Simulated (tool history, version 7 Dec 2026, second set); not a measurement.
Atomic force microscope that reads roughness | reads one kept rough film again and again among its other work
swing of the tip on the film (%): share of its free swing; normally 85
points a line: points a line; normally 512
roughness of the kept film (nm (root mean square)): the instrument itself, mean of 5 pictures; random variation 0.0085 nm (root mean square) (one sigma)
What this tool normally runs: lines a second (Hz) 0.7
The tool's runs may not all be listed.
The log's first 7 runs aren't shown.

run   hour  lines a second (Hz)  swing of the tip on the film (%)  points a line  roughness of the kept film (nm (root mean square))
  8   52.2                  0.7                                85            428                                               1.847
  9   61.1                  0.7                                85            512                                               1.844
 10   65.7                  0.7                                85            512                                               1.848
 11   76.2                  0.7                                85            512                                               1.835
 12   86.2                  0.7                                63            512                                               1.914
 13   95.3                  0.7                                63            512                                               1.918
 14  102.4                  0.7                                63            512                                               1.907
       104  -- height scale calibrated on a step standard
 15  110.9                  0.7                                63            512                                               1.899
 16  119.5                  0.7                                63            512                                                 1.9
 17  129.6                  0.7                                63            512                                               1.871
 18  139.4                  0.7                                60            930                                               1.867
     148.3  -- height scale calibrated on a step standard, once more
 19  150.4                1.293                                82            608                                               1.692
     156.2  -- new tip fitted
 20  161.6                0.629                                58            598                                               2.039
 21  172.2                  0.7                                78            277                                               1.937
 22  182.6                  0.7                                78            277                                               1.942
 23    189                  0.7                                78            325                                               1.934
 24  196.4                2.402                                63            620                                               1.883

For run 25, what comes out?
 25  206.9                2.402                                63            620                                                   ?

Run 25 produced roughness of the kept film (nm (root mean square)) 1.884.
Without the tool's hidden state the same run would have given roughness of the kept film (nm (root mean square)) 1.942.
